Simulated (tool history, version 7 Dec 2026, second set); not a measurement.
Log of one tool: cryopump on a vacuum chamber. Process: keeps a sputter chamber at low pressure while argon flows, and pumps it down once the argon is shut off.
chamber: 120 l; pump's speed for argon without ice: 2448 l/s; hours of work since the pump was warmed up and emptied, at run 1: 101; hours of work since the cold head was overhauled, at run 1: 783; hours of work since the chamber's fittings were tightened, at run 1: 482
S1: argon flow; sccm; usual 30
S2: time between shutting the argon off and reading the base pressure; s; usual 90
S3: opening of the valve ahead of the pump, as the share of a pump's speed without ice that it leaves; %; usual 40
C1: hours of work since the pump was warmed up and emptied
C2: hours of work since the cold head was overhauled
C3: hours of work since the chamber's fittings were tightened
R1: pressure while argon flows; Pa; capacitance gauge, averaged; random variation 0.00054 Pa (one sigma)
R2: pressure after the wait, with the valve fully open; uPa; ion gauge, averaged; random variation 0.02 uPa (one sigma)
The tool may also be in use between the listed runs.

run,hour,S1,S2,S3,C1,C2,C3,R1,R2
1,0.0,30,90,40,101,783,482,0.0532,0.42
2,24.4,30,90,40,116,798,497,0.0535,0.49
3,54.6,30,90,40,134,816,515,0.0536,0.53
4,84.6,30,90,17,152,835,533,0.1236,0.47
5,132.1,30,90,17,181,864,562,0.1234,0.48
6,165.1,30,90,40,201,884,582,0.0538,0.54
7,200.0,30,90,40,223,905,604,0.0555,0.52
8,220.2,30,90,35,235,917,616,0.0624,0.53
9,250.3,30,90,35,253,936,634,0.0620,0.54
10,282.5,30,90,35,273,955,654,0.0626,0.58
11,305.1,30,47,40,287,969,668,0.0561,0.72
12,333.4,30,47,40,304,986,685,0.0561,0.71
13,370.6,30,47,40,327,1009,708,0.0559,0.67
14,395.1,30,47,40,342,1024,723,0.0558,0.72
15,439.1,30,90,23,368,1051,749,0.0953,0.59
16,482.0,30,90,16,394,1077,776,0.1343,0.62
17,530.7,30,90,16,424,1106,805,0.1343,0.62
18,564.0,17,80,40,444,1127,826,0.0327,0.69
19,589.2,18,27,50,460,1142,841,0.0295,1.03
20,626.8,18,27,50,483,1165,864,0.0291,1.07
21,652.3,13,36,41,498,1181,879,0.0253,0.94
22,676.5,13,23,15,513,1195,894,0.0627,1.15
23,718.4,13,23,15,539,1221,920,0.0635,1.24

The next listed run, before its measurement:
24,764.5,45,33,52,567,1249,948,?,?

R1: 0.0721 Pa
R2: 1.03 uPa
Without the tool's hidden state the same run would have given R1 0.0598 Pa, R2 0.57 uPa.
